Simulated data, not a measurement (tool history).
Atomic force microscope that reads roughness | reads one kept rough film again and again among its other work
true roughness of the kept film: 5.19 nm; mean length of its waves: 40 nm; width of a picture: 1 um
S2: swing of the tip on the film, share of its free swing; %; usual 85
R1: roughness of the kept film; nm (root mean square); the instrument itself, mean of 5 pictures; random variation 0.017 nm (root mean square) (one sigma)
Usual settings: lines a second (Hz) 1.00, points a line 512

{"run": 1, "hour": 0.0, "lines a second (Hz)": 1.0, "S2": 85, "points a line": 512, "R1": 4.036}
{"run": 2, "hour": 8.8, "lines a second (Hz)": 1.0, "S2": 85, "points a line": 512, "R1": 4.081}
{"run": 3, "hour": 16.0, "lines a second (Hz)": 1.0, "S2": 81, "points a line": 512, "R1": 4.126}
{"run": 4, "hour": 21.7, "lines a second (Hz)": 1.0, "S2": 81, "points a line": 512, "R1": 4.15}
{"run": 5, "hour": 30.0, "lines a second (Hz)": 1.0, "S2": 81, "points a line": 512, "R1": 4.133}
{"run": 6, "hour": 36.2, "lines a second (Hz)": 1.5, "S2": 85, "points a line": 512, "R1": 3.822}

The next listed run, before its measurement:
{"run": 7, "hour": 41.7, "lines a second (Hz)": 0.58, "S2": 85, "points a line": 512, "R1": "?"}

Run 7 gave R1 4.233 nm (root mean square).
Without the tool's hidden state the same run would have given R1 4.241 nm (root mean square).
